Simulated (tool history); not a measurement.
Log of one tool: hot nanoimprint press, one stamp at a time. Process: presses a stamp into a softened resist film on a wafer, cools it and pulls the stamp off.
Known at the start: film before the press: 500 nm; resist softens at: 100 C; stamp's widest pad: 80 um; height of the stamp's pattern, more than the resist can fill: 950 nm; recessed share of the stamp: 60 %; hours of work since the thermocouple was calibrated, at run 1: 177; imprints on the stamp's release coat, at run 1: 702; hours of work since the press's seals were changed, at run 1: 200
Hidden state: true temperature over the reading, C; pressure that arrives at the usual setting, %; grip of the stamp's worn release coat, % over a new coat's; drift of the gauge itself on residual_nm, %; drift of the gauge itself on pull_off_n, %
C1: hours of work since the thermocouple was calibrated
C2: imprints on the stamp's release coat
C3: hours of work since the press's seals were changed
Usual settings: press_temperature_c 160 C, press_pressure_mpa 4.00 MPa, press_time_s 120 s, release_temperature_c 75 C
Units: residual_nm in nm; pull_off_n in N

{"run": 1, "day": 0.0, "press_temperature_c": 160, "press_pressure_mpa": 4.0, "press_time_s": 120, "release_temperature_c": 75, "C1": 177, "C2": 702, "C3": 200, "residual_nm": 210.8, "pull_off_n": 90}
{"run": 2, "day": 0.25, "press_temperature_c": 160, "press_pressure_mpa": 4.0, "press_time_s": 120, "release_temperature_c": 75, "C1": 180, "C2": 712, "C3": 203, "residual_nm": 207.9, "pull_off_n": 88}
{"run": 3, "day": 0.538, "press_temperature_c": 160, "press_pressure_mpa": 4.0, "press_time_s": 120, "release_temperature_c": 75, "C1": 183, "C2": 724, "C3": 206, "residual_nm": 209.9, "pull_off_n": 92}
{"run": 4, "day": 0.788, "press_temperature_c": 160, "press_pressure_mpa": 4.0, "press_time_s": 120, "release_temperature_c": 75, "C1": 185, "C2": 734, "C3": 208, "residual_nm": 208.5, "pull_off_n": 95}
{"run": 5, "day": 1.033, "press_temperature_c": 161, "press_pressure_mpa": 4.0, "press_time_s": 120, "release_temperature_c": 75, "C1": 188, "C2": 744, "C3": 211, "residual_nm": 201.0, "pull_off_n": 90}
{"run": 6, "day": 1.446, "press_temperature_c": 160, "press_pressure_mpa": 2.82, "press_time_s": 120, "release_temperature_c": 75, "C1": 192, "C2": 760, "C3": 215, "residual_nm": 247.5, "pull_off_n": 93}
{"run": 7, "day": 1.875, "press_temperature_c": 160, "press_pressure_mpa": 2.82, "press_time_s": 120, "release_temperature_c": 75, "C1": 196, "C2": 778, "C3": 219, "residual_nm": 247.3, "pull_off_n": 93}
{"run": 8, "day": 2.221, "press_temperature_c": 160, "press_pressure_mpa": 2.82, "press_time_s": 120, "release_temperature_c": 75, "C1": 200, "C2": 791, "C3": 223, "residual_nm": 248.4, "pull_off_n": 92}
{"run": 9, "day": 2.708, "press_temperature_c": 160, "press_pressure_mpa": 4.0, "press_time_s": 120, "release_temperature_c": 75, "C1": 205, "C2": 811, "C3": 228, "residual_nm": 207.0, "pull_off_n": 92}
{"run": 10, "day": 3.171, "press_temperature_c": 160, "press_pressure_mpa": 3.06, "press_time_s": 120, "release_temperature_c": 75, "C1": 209, "C2": 830, "C3": 232, "residual_nm": 236.0, "pull_off_n": 88}
{"run": 11, "day": 3.483, "press_temperature_c": 160, "press_pressure_mpa": 3.06, "press_time_s": 120, "release_temperature_c": 75, "C1": 213, "C2": 842, "C3": 236, "residual_nm": 237.2, "pull_off_n": 92}
{"run": 12, "day": 4.004, "press_temperature_c": 160, "press_pressure_mpa": 3.28, "press_time_s": 120, "release_temperature_c": 75, "C1": 218, "C2": 863, "C3": 241, "residual_nm": 226.9, "pull_off_n": 91}
{"run": 13, "day": 4.379, "press_temperature_c": 160, "press_pressure_mpa": 4.0, "press_time_s": 120, "release_temperature_c": 75, "C1": 222, "C2": 878, "C3": 245, "residual_nm": 207.2, "pull_off_n": 92}
{"run": 14, "day": 4.588, "press_temperature_c": 160, "press_pressure_mpa": 4.0, "press_time_s": 120, "release_temperature_c": 75, "C1": 224, "C2": 887, "C3": 247, "residual_nm": 207.6, "pull_off_n": 90}
{"run": 15, "day": 4.808, "press_temperature_c": 160, "press_pressure_mpa": 4.0, "press_time_s": 98, "release_temperature_c": 75, "C1": 226, "C2": 895, "C3": 249, "residual_nm": 223.7, "pull_off_n": 90}
{"run": 16, "day": 5.108, "press_temperature_c": 160, "press_pressure_mpa": 4.39, "press_time_s": 167, "release_temperature_c": 75, "C1": 229, "C2": 908, "C3": 252, "residual_nm": 174.4, "pull_off_n": 87}
{"run": 17, "day": 5.508, "press_temperature_c": 169, "press_pressure_mpa": 4.39, "press_time_s": 162, "release_temperature_c": 66, "C1": 233, "C2": 924, "C3": 256, "residual_nm": 125.2, "pull_off_n": 112}
{"run": 18, "day": 5.988, "press_temperature_c": 168, "press_pressure_mpa": 4.0, "press_time_s": 120, "release_temperature_c": 64, "C1": 238, "C2": 943, "C3": 261, "residual_nm": 153.0, "pull_off_n": 116}
{"run": 19, "day": 6.279, "press_temperature_c": 168, "press_pressure_mpa": 4.0, "press_time_s": 120, "release_temperature_c": 64, "C1": 241, "C2": 955, "C3": 264, "residual_nm": 154.6, "pull_off_n": 118}
{"run": 20, "day": 6.525, "press_temperature_c": 160, "press_pressure_mpa": 4.0, "press_time_s": 98, "release_temperature_c": 71, "C1": 243, "C2": 965, "C3": 266, "residual_nm": 222.9, "pull_off_n": 99}
{"run": 21, "day": 6.779, "press_temperature_c": 170, "press_pressure_mpa": 4.0, "press_time_s": 69, "release_temperature_c": 75, "C1": 246, "C2": 975, "C3": 269, "residual_nm": 178.6, "pull_off_n": 93}
{"run": 22, "day": 7.262, "press_temperature_c": 170, "press_pressure_mpa": 4.0, "press_time_s": 91, "release_temperature_c": 79, "C1": 251, "C2": 994, "C3": 274, "residual_nm": 159.9, "pull_off_n": 79}
{"run": 23, "day": 7.542, "press_temperature_c": 170, "press_pressure_mpa": 4.0, "press_time_s": 91, "release_temperature_c": 79, "C1": 254, "C2": 1005, "C3": 277, "residual_nm": 160.1, "pull_off_n": 83}
{"run": 24, "day": 7.879, "press_temperature_c": 159, "press_pressure_mpa": 3.15, "press_time_s": 86, "release_temperature_c": 78, "C1": 257, "C2": 1019, "C3": 280, "residual_nm": 267.6, "pull_off_n": 83}
{"run": 25, "day": 8.325, "press_temperature_c": 160, "press_pressure_mpa": 4.0, "press_time_s": 115, "release_temperature_c": 75, "C1": 262, "C2": 1037, "C3": 285, "residual_nm": 209.5, "pull_off_n": 88}
{"run": 26, "day": 8.767, "press_temperature_c": 160, "press_pressure_mpa": 4.0, "press_time_s": 163, "release_temperature_c": 72, "C1": 266, "C2": 1055, "C3": 289, "residual_nm": 183.5, "pull_off_n": 101}
{"run": 27, "day": 9.121, "press_temperature_c": 160, "press_pressure_mpa": 3.07, "press_time_s": 120, "release_temperature_c": 66, "C1": 270, "C2": 1069, "C3": 293, "residual_nm": 231.7, "pull_off_n": 115}
{"run": 28, "day": 9.583, "press_temperature_c": 160, "press_pressure_mpa": 3.07, "press_time_s": 233, "release_temperature_c": 66, "C1": 275, "C2": 1087, "C3": 297, "residual_nm": 183.9, "pull_off_n": 116}
{"run": 29, "day": 9.854, "press_temperature_c": 160, "press_pressure_mpa": 3.07, "press_time_s": 233, "release_temperature_c": 66, "C1": 277, "C2": 1098, "C3": 300, "residual_nm": 185.2, "pull_off_n": 110}

Forecast each of these 4 alternatives for the next run:
{"run": "A", "day": 10.225, "press_temperature_c": 160, "press_pressure_mpa": 5.59, "press_time_s": 120, "release_temperature_c": 75, "C1": 281, "C2": 1113, "C3": 304, "residual_nm": "?", "pull_off_n": "?"}
{"run": "B", "day": 10.225, "press_temperature_c": 160, "press_pressure_mpa": 4.0, "press_time_s": 72, "release_temperature_c": 66, "C1": 281, "C2": 1113, "C3": 304, "residual_nm": "?", "pull_off_n": "?"}
{"run": "C", "day": 10.225, "press_temperature_c": 160, "press_pressure_mpa": 6.11, "press_time_s": 233, "release_temperature_c": 66, "C1": 281, "C2": 1113, "C3": 304, "residual_nm": "?", "pull_off_n": "?"}
{"run": "D", "day": 10.225, "press_temperature_c": 154, "press_pressure_mpa": 4.04, "press_time_s": 233, "release_temperature_c": 66, "C1": 281, "C2": 1113, "C3": 304, "residual_nm": "?", "pull_off_n": "?"}

run=A residual_nm=173.5 pull_off_n=93
run=B residual_nm=245.7 pull_off_n=113
run=C residual_nm=127.2 pull_off_n=109
run=D residual_nm=202.1 pull_off_n=111
Without the tool's hidden state the same runs would have given:
run=A residual_nm=177.2 pull_off_n=92
run=B residual_nm=250.9 pull_off_n=112
run=C residual_nm=129.9 pull_off_n=108
run=D residual_nm=206.4 pull_off_n=110
